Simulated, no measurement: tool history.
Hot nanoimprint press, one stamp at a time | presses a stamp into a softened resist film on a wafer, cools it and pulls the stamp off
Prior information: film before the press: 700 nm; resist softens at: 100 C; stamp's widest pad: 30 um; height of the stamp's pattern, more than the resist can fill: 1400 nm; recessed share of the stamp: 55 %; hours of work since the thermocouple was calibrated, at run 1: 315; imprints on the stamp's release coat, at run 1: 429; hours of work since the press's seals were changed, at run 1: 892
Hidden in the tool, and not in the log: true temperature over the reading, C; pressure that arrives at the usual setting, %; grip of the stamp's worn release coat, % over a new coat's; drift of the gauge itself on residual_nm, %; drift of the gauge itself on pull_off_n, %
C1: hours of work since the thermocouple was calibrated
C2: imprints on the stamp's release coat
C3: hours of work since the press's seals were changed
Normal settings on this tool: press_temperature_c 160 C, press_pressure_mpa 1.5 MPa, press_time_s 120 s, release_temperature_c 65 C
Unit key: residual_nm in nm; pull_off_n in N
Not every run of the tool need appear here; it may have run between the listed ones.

{"run": 1, "hour": 0.0, "press_temperature_c": 160, "press_pressure_mpa": 1.5, "press_time_s": 120, "release_temperature_c": 65, "C1": 315, "C2": 429, "C3": 892, "residual_nm": 318.4, "pull_off_n": 273}
{"hour": 74.7, "done": "press's hydraulic seals changed and the load cell set to zero"}
{"run": 2, "hour": 85.7, "press_temperature_c": 160, "press_pressure_mpa": 1.5, "press_time_s": 120, "release_temperature_c": 65, "C1": 373, "C2": 751, "C3": 8, "residual_nm": 309.6, "pull_off_n": 286}
{"hour": 97.6, "done": "stamp cleaned and given a new release coat"}
{"run": 3, "hour": 152.8, "press_temperature_c": 160, "press_pressure_mpa": 1.5, "press_time_s": 120, "release_temperature_c": 65, "C1": 419, "C2": 229, "C3": 54, "residual_nm": 309.6, "pull_off_n": 259}
{"run": 4, "hour": 206.3, "press_temperature_c": 160, "press_pressure_mpa": 1.76, "press_time_s": 120, "release_temperature_c": 65, "C1": 459, "C2": 451, "C3": 94, "residual_nm": 285.1, "pull_off_n": 267}
{"hour": 256.7, "done": "plate thermocouple calibrated"}
{"hour": 291.7, "done": "stamp cleaned and given a new release coat"}
{"run": 5, "hour": 308.7, "press_temperature_c": 161, "press_pressure_mpa": 1.5, "press_time_s": 120, "release_temperature_c": 65, "C1": 34, "C2": 71, "C3": 164, "residual_nm": 309.5, "pull_off_n": 254}
{"run": 6, "hour": 394.6, "press_temperature_c": 161, "press_pressure_mpa": 1.5, "press_time_s": 120, "release_temperature_c": 65, "C1": 99, "C2": 427, "C3": 228, "residual_nm": 315.2, "pull_off_n": 281}
{"run": 7, "hour": 452.1, "press_temperature_c": 160, "press_pressure_mpa": 1.39, "press_time_s": 120, "release_temperature_c": 65, "C1": 142, "C2": 665, "C3": 271, "residual_nm": 340.7, "pull_off_n": 296}
{"hour": 481.6, "done": "stamp cleaned and given a new release coat"}
{"run": 8, "hour": 510.1, "press_temperature_c": 160, "press_pressure_mpa": 1.39, "press_time_s": 120, "release_temperature_c": 51, "C1": 181, "C2": 118, "C3": 310, "residual_nm": 343.9, "pull_off_n": 367}
{"hour": 543.9, "done": "plate thermocouple calibrated, once more"}
{"run": 9, "hour": 558.7, "press_temperature_c": 160, "press_pressure_mpa": 1.69, "press_time_s": 120, "release_temperature_c": 65, "C1": 11, "C2": 307, "C3": 344, "residual_nm": 286.2, "pull_off_n": 257}
{"run": 10, "hour": 620.4, "press_temperature_c": 160, "press_pressure_mpa": 1.69, "press_time_s": 120, "release_temperature_c": 65, "C1": 57, "C2": 562, "C3": 390, "residual_nm": 283.4, "pull_off_n": 269}
{"hour": 675.7, "done": "stamp cleaned and given a new release coat"}
{"run": 11, "hour": 719.6, "press_temperature_c": 160, "press_pressure_mpa": 1.69, "press_time_s": 120, "release_temperature_c": 65, "C1": 127, "C2": 182, "C3": 460, "residual_nm": 289, "pull_off_n": 245}
{"run": 12, "hour": 785.9, "press_temperature_c": 160, "press_pressure_mpa": 1.69, "press_time_s": 120, "release_temperature_c": 65, "C1": 177, "C2": 457, "C3": 510, "residual_nm": 292.3, "pull_off_n": 265}
{"run": 13, "hour": 852.0, "press_temperature_c": 160, "press_pressure_mpa": 1.5, "press_time_s": 223, "release_temperature_c": 65, "C1": 226, "C2": 731, "C3": 559, "residual_nm": 250.2, "pull_off_n": 285}
{"hour": 866.5, "done": "stamp cleaned and given a new release coat"}
{"run": 14, "hour": 899.1, "press_temperature_c": 160, "press_pressure_mpa": 1.5, "press_time_s": 120, "release_temperature_c": 65, "C1": 257, "C2": 135, "C3": 590, "residual_nm": 311.8, "pull_off_n": 246}
{"run": 15, "hour": 991.0, "press_temperature_c": 160, "press_pressure_mpa": 1.5, "press_time_s": 120, "release_temperature_c": 65, "C1": 326, "C2": 516, "C3": 659, "residual_nm": 316.8, "pull_off_n": 277}
{"hour": 1056.4, "done": "stamp cleaned and given a new release coat"}
{"run": 16, "hour": 1063.8, "press_temperature_c": 160, "press_pressure_mpa": 1.5, "press_time_s": 120, "release_temperature_c": 65, "C1": 376, "C2": 30, "C3": 709, "residual_nm": 316.8, "pull_off_n": 243}
{"run": 17, "hour": 1126.4, "press_temperature_c": 154, "press_pressure_mpa": 1.99, "press_time_s": 113, "release_temperature_c": 65, "C1": 423, "C2": 290, "C3": 756, "residual_nm": 376, "pull_off_n": 254}
{"run": 18, "hour": 1172.8, "press_temperature_c": 149, "press_pressure_mpa": 1.17, "press_time_s": 207, "release_temperature_c": 50, "C1": 457, "C2": 482, "C3": 790, "residual_nm": 487.4, "pull_off_n": 390}
{"hour": 1225.8, "done": "plate thermocouple calibrated"}
{"hour": 1252.3, "done": "stamp cleaned and given a new release coat"}
{"run": 19, "hour": 1262.5, "press_temperature_c": 160, "press_pressure_mpa": 1.18, "press_time_s": 206, "release_temperature_c": 65, "C1": 23, "C2": 43, "C3": 851, "residual_nm": 290.5, "pull_off_n": 238}
{"run": 20, "hour": 1314.5, "press_temperature_c": 152, "press_pressure_mpa": 1.59, "press_time_s": 115, "release_temperature_c": 71, "C1": 62, "C2": 258, "C3": 890, "residual_nm": 438.2, "pull_off_n": 208}
{"run": 21, "hour": 1377.3, "press_temperature_c": 152, "press_pressure_mpa": 1.59, "press_time_s": 72, "release_temperature_c": 65, "C1": 109, "C2": 519, "C3": 937, "residual_nm": 497.4, "pull_off_n": 266}
{"hour": 1394.0, "done": "press's hydraulic seals changed and the load cell set to zero"}
{"hour": 1449.6, "done": "stamp cleaned and given a new release coat"}
{"run": 22, "hour": 1467.3, "press_temperature_c": 149, "press_pressure_mpa": 1.5, "press_time_s": 120, "release_temperature_c": 60, "C1": 166, "C2": 74, "C3": 50, "residual_nm": 485.4, "pull_off_n": 279}
{"run": 23, "hour": 1527.2, "press_temperature_c": 160, "press_pressure_mpa": 1.64, "press_time_s": 98, "release_temperature_c": 65, "C1": 211, "C2": 322, "C3": 95, "residual_nm": 313, "pull_off_n": 260}
{"run": 24, "hour": 1611.9, "press_temperature_c": 160, "press_pressure_mpa": 1.64, "press_time_s": 98, "release_temperature_c": 65, "C1": 274, "C2": 673, "C3": 159, "residual_nm": 317.8, "pull_off_n": 279}
{"hour": 1640.2, "done": "stamp cleaned and given a new release coat"}
{"run": 25, "hour": 1679.4, "press_temperature_c": 171, "press_pressure_mpa": 1.39, "press_time_s": 87, "release_temperature_c": 57, "C1": 320, "C2": 162, "C3": 205, "residual_nm": 222.9, "pull_off_n": 311}
{"run": 26, "hour": 1723.0, "press_temperature_c": 151, "press_pressure_mpa": 1.5, "press_time_s": 159, "release_temperature_c": 60, "C1": 353, "C2": 343, "C3": 237, "residual_nm": 427.3, "pull_off_n": 302}
{"run": 27, "hour": 1795.7, "press_temperature_c": 165, "press_pressure_mpa": 1.5, "press_time_s": 159, "release_temperature_c": 60, "C1": 407, "C2": 645, "C3": 292, "residual_nm": 226.5, "pull_off_n": 324}

The same runs without the tool's hidden state, with the same run-to-run variation:
run=1 residual_nm=298.2 pull_off_n=242
run=2 residual_nm=299.2 pull_off_n=235
run=3 residual_nm=297.3 pull_off_n=239
run=4 residual_nm=271.6 pull_off_n=233
run=5 residual_nm=284.5 pull_off_n=238
run=6 residual_nm=287.3 pull_off_n=241
run=7 residual_nm=309.7 pull_off_n=239
run=8 residual_nm=311 pull_off_n=342
run=9 residual_nm=281.1 pull_off_n=239
run=10 residual_nm=276.5 pull_off_n=235
run=11 residual_nm=279.1 pull_off_n=233
run=12 residual_nm=280.1 pull_off_n=236
run=13 residual_nm=238.7 pull_off_n=237
run=14 residual_nm=296.9 pull_off_n=235
run=15 residual_nm=299 pull_off_n=240
run=16 residual_nm=296.9 pull_off_n=236
run=17 residual_nm=347.2 pull_off_n=231
run=18 residual_nm=462.1 pull_off_n=341
run=19 residual_nm=279.6 pull_off_n=235
run=20 residual_nm=419.2 pull_off_n=194
run=21 residual_nm=476.5 pull_off_n=233
run=22 residual_nm=476.5 pull_off_n=271
run=23 residual_nm=303.8 pull_off_n=237
run=24 residual_nm=305.8 pull_off_n=234
run=25 residual_nm=213.8 pull_off_n=294
run=26 residual_nm=408.8 pull_off_n=272
run=27 residual_nm=214.1 pull_off_n=272
